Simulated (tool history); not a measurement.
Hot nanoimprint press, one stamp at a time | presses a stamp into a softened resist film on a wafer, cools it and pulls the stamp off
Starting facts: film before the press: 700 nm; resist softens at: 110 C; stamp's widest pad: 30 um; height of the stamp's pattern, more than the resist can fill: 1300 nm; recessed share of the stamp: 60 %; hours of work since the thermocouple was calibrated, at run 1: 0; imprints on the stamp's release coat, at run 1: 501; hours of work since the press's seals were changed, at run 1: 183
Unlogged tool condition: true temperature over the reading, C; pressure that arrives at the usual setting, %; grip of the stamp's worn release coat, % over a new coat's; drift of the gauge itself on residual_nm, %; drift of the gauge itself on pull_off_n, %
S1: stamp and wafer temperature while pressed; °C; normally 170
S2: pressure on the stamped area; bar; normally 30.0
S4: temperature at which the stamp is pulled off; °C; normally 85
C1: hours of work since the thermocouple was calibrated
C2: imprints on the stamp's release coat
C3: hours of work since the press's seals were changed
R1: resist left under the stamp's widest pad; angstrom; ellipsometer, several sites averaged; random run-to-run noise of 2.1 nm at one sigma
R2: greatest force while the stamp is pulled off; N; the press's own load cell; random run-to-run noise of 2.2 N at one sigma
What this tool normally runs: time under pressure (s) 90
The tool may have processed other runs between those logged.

{"run": 1, "hour": 0.0, "S1": 170, "S2": 30.0, "time under pressure (s)": 90, "S4": 85, "C1": 0, "C2": 501, "C3": 183, "R1": 3456, "R2": 116}
{"run": 2, "hour": 6.1, "S1": 170, "S2": 30.0, "time under pressure (s)": 90, "S4": 85, "C1": 3, "C2": 522, "C3": 186, "R1": 3469, "R2": 116}
{"run": 3, "hour": 10.0, "S1": 170, "S2": 30.0, "time under pressure (s)": 90, "S4": 85, "C1": 6, "C2": 535, "C3": 189, "R1": 3483, "R2": 119}
{"run": 4, "hour": 18.5, "S1": 175, "S2": 30.0, "time under pressure (s)": 90, "S4": 85, "C1": 10, "C2": 564, "C3": 193, "R1": 2641, "R2": 115}
{"run": 5, "hour": 23.3, "S1": 175, "S2": 30.0, "time under pressure (s)": 90, "S4": 85, "C1": 13, "C2": 581, "C3": 196, "R1": 2631, "R2": 119}
{"run": 6, "hour": 27.6, "S1": 175, "S2": 30.0, "time under pressure (s)": 90, "S4": 85, "C1": 15, "C2": 595, "C3": 198, "R1": 2614, "R2": 117}
{"run": 7, "hour": 35.4, "S1": 170, "S2": 40.6, "time under pressure (s)": 90, "S4": 85, "C1": 20, "C2": 622, "C3": 203, "R1": 3051, "R2": 118}
{"run": 8, "hour": 43.6, "S1": 170, "S2": 30.0, "time under pressure (s)": 90, "S4": 85, "C1": 24, "C2": 650, "C3": 207, "R1": 3504, "R2": 119}
{"run": 9, "hour": 50.2, "S1": 170, "S2": 30.0, "time under pressure (s)": 90, "S4": 85, "C1": 28, "C2": 672, "C3": 211, "R1": 3507, "R2": 124}
{"run": 10, "hour": 57.6, "S1": 170, "S2": 20.3, "time under pressure (s)": 90, "S4": 85, "C1": 32, "C2": 697, "C3": 215, "R1": 4160, "R2": 123}
{"run": 11, "hour": 66.3, "S1": 170, "S2": 20.3, "time under pressure (s)": 90, "S4": 85, "C1": 37, "C2": 727, "C3": 220, "R1": 4115, "R2": 123}
{"run": 12, "hour": 72.6, "S1": 170, "S2": 20.3, "time under pressure (s)": 90, "S4": 85, "C1": 41, "C2": 748, "C3": 224, "R1": 4097, "R2": 127}
{"run": 13, "hour": 79.4, "S1": 170, "S2": 20.3, "time under pressure (s)": 90, "S4": 85, "C1": 45, "C2": 772, "C3": 227, "R1": 4114, "R2": 130}
{"run": 14, "hour": 85.9, "S1": 170, "S2": 20.3, "time under pressure (s)": 90, "S4": 85, "C1": 48, "C2": 793, "C3": 231, "R1": 4101, "R2": 131}
{"run": 15, "hour": 93.7, "S1": 170, "S2": 20.3, "time under pressure (s)": 90, "S4": 85, "C1": 53, "C2": 820, "C3": 235, "R1": 4110, "R2": 124}
{"run": 16, "hour": 101.3, "S1": 176, "S2": 20.3, "time under pressure (s)": 125, "S4": 86, "C1": 57, "C2": 846, "C3": 240, "R1": 2692, "R2": 124}
{"hour": 105.1, "done": "plate thermocouple calibrated"}
{"run": 17, "hour": 112.3, "S1": 176, "S2": 20.3, "time under pressure (s)": 125, "S4": 86, "C1": 4, "C2": 873, "C3": 244, "R1": 2707, "R2": 126}
{"run": 18, "hour": 119.9, "S1": 170, "S2": 44.2, "time under pressure (s)": 90, "S4": 89, "C1": 8, "C2": 899, "C3": 248, "R1": 2998, "R2": 122}
{"hour": 125.5, "done": "plate thermocouple calibrated, once more"}
{"run": 19, "hour": 129.4, "S1": 170, "S2": 44.2, "time under pressure (s)": 90, "S4": 89, "C1": 2, "C2": 921, "C3": 252, "R1": 2877, "R2": 121}
{"run": 20, "hour": 135.4, "S1": 170, "S2": 44.2, "time under pressure (s)": 90, "S4": 89, "C1": 6, "C2": 941, "C3": 255, "R1": 2875, "R2": 124}
{"run": 21, "hour": 142.9, "S1": 170, "S2": 44.2, "time under pressure (s)": 90, "S4": 89, "C1": 10, "C2": 967, "C3": 260, "R1": 2885, "R2": 120}
{"run": 22, "hour": 147.4, "S1": 170, "S2": 44.2, "time under pressure (s)": 90, "S4": 89, "C1": 12, "C2": 982, "C3": 262, "R1": 2893, "R2": 128}
{"run": 23, "hour": 156.0, "S1": 170, "S2": 44.2, "time under pressure (s)": 90, "S4": 89, "C1": 17, "C2": 1012, "C3": 267, "R1": 2913, "R2": 127}
{"run": 24, "hour": 163.9, "S1": 177, "S2": 30.0, "time under pressure (s)": 46, "S4": 81, "C1": 21, "C2": 1038, "C3": 271, "R1": 3063, "R2": 148}
{"run": 25, "hour": 171.1, "S1": 177, "S2": 30.0, "time under pressure (s)": 147, "S4": 79, "C1": 26, "C2": 1063, "C3": 275, "R1": 1950, "R2": 154}
{"run": 26, "hour": 176.7, "S1": 177, "S2": 30.0, "time under pressure (s)": 147, "S4": 79, "C1": 29, "C2": 1082, "C3": 279, "R1": 1928, "R2": 154}
{"hour": 183.7, "done": "stamp cleaned and given a new release coat"}
{"run": 27, "hour": 188.1, "S1": 164, "S2": 20.8, "time under pressure (s)": 90, "S4": 82, "C1": 32, "C2": 15, "C3": 282, "R1": 5238, "R2": 106}
{"run": 28, "hour": 195.4, "S1": 161, "S2": 30.0, "time under pressure (s)": 90, "S4": 85, "C1": 36, "C2": 40, "C3": 286, "R1": 5245, "R2": 100}
{"run": 29, "hour": 202.5, "S1": 170, "S2": 30.0, "time under pressure (s)": 99, "S4": 91, "C1": 40, "C2": 64, "C3": 290, "R1": 3389, "R2": 88}
{"run": 30, "hour": 206.5, "S1": 178, "S2": 19.2, "time under pressure (s)": 166, "S4": 83, "C1": 42, "C2": 78, "C3": 292, "R1": 2185, "R2": 102}

For some of the steps in R1 from one run to the next: how much would appear even if the tool had no hidden state, given the settings, what came in and random variation, and how much remains for the hidden state plus any gauge scatter that the measured result and the result without hidden state don't share?
Run 15 -> 16: S1 170 -> 176, time under pressure (s) 90 -> 125, S4 85 -> 86. R1 -1418 angstrom: hidden state -14, all else -1404.
Run 16 -> 17: plate thermocouple calibrated. R1 +15 angstrom: hidden state +33, all else -18.
Run 17 -> 18: S1 176 -> 170, S2 20.3 -> 44.2, time under pressure (s) 125 -> 90, S4 86 -> 89. R1 +291 angstrom: hidden state +32, all else +259.
Run 18 -> 19: plate thermocouple calibrated, once more. R1 -121 angstrom: hidden state -92, all else -29.
Run 26 -> 27: S1 177 -> 164, S2 30.0 -> 20.8, time under pressure (s) 147 -> 90, S4 79 -> 82, stamp cleaned and given a new release coat. R1 +3310 angstrom: hidden state +14, all else +3296.
Run 28 -> 29: S1 161 -> 170, time under pressure (s) 90 -> 99, S4 85 -> 91. R1 -1856 angstrom: hidden state +4, all else -1860.
